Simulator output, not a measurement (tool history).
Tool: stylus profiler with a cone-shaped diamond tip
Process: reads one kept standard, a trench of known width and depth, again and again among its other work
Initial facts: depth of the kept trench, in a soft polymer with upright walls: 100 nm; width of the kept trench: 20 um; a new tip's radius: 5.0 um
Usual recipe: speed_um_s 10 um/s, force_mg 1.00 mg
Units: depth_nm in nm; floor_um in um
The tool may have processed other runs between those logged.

run   hour  speed_um_s  force_mg  depth_nm  floor_um
  1    0.0          10      1.00    100.54     17.70
  2   21.8          10      1.00    100.61     17.73
  3   36.2          10      1.00    100.71     17.69
  4   48.4          10      1.00    100.72     17.71
  5   60.0          10      1.00    100.68     17.66
  6   81.8          10      1.00    100.63     17.73
  7  101.1          10      1.00    100.61     17.67
  8  124.8          10      0.38    100.27     17.62
  9  135.8          10      1.00    100.65     17.64
 10  149.6          10      1.00    100.56     17.63
 11  170.8          10      1.00    100.56     17.62
 12  184.5          10      1.92    101.03     17.66
 13  200.3          10      1.92    101.03     17.62
 14  213.2          27      1.00    100.62     17.48
 15  236.2          27      1.00    100.51     17.50
 16  250.8          27      1.00    100.54     17.46
 17  268.1          27      1.00    100.59     17.47
 18  283.5          16      1.00    100.63     17.53
 19  303.2          10      1.92    101.12     17.55
 20  315.7          10      1.92    101.01     17.58
 21  338.2          22      0.80    100.46     17.42
 22  352.3          11      1.73    100.88     17.55
 23  373.1          33      1.21    100.63     17.43
 24  395.5          10      1.31    100.76     17.54
 25  419.5          40      1.28    100.71     17.36
 26  434.4          11      1.64    100.93     17.53
 27  451.1           6      0.94    100.53     17.55
 28  475.1          14      0.42    100.20     17.41
 29  491.2           6      1.00    100.62     17.49
 30  505.5           8      1.00    100.46     17.47
 31  523.3           8      2.73    101.30     17.53
 32  542.0          15      0.57    100.28     17.36
 33  555.6          19      0.39    100.13     17.35
 34  567.4          19      0.39    100.14     17.26
 35  590.3          11      0.39    100.07     17.38
 36  602.7           3      0.36    100.03     17.47
 37  614.2           3      0.36    100.04     17.51
 38  633.3           3      0.36    100.08     17.47
 39  644.2           3      0.36    100.00     17.45

Branching from run 39: 5 alternative next runs. What would each branch give?
  A  659.8           7      1.17         ?         ?
  B  659.8           2      2.24         ?         ?
  C  659.8          27      1.32         ?         ?
  D  659.8          14      1.63         ?         ?
  E  659.8           5      1.33         ?         ?

run  depth_nm  floor_um
  A    100.55     17.35
  B    101.04     17.45
  C    100.59     17.26
  D    100.85     17.43
  E    100.63     17.43
Take away the tool's hidden state, keep each run's random variation, and the runs would have read:
run  depth_nm  floor_um
  A    100.88     17.89
  B    101.37     17.99
  C    100.92     17.80
  D    101.19     17.98
  E    100.97     17.97
